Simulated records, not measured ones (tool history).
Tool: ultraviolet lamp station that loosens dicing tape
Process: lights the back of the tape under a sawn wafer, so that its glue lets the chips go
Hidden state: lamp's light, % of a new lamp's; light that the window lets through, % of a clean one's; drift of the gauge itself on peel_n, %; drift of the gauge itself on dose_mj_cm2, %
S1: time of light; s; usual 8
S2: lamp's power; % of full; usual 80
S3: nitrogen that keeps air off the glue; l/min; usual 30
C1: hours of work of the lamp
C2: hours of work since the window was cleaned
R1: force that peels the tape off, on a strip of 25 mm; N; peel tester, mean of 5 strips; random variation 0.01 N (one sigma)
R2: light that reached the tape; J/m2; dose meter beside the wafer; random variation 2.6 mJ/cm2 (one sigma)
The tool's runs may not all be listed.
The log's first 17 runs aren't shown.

run     day  S1  S2  S3   C1   C2     R1    R2
 18   7.296   8  80  12  359  163  1.060  2880
 19   7.917   5  80  12  368  172  2.210  1820
 20   8.371   4  81  12  375  179  2.800  1460
 21   8.783   9  63  30  382  185  0.691  2540
 22   9.079   9  63  30  386  190  0.662  2520
      9.133  -- window cleaned of glue's vapour
 23   9.362   9  87  11  390    3  0.824  3430
 24   9.717   7  71  45  396    9  0.729  2180
 25  10.058  13  66  45  401   14  0.293  3820
 26  10.525  15  79  11  408   21  0.394  5120
 27  10.942   8  79  21  414   28  0.747  2730
 28  11.342  14  80  15  421   34  0.343  4840
 29  11.829   6  80  14  428   41  1.540  2070
     12.325  -- window cleaned of glue's vapour, once more
 30  12.362   7  97  58  436    1  0.327  3130
 31  12.750   6  85  58  442    6  0.523  2360
 32  13.254  11  88  10  450   14  0.532  4490
 33  13.612   8  95  15  455   20  0.597  3460

Run 34 comes next. What will it give?
 34  14.175   8  80  12  464  28   ?   ?

Run 34 gave R1 0.994 N, R2 2910 J/m2.
Without the tool's hidden state the same run would have given R1 0.845 N, R2 3180 J/m2.
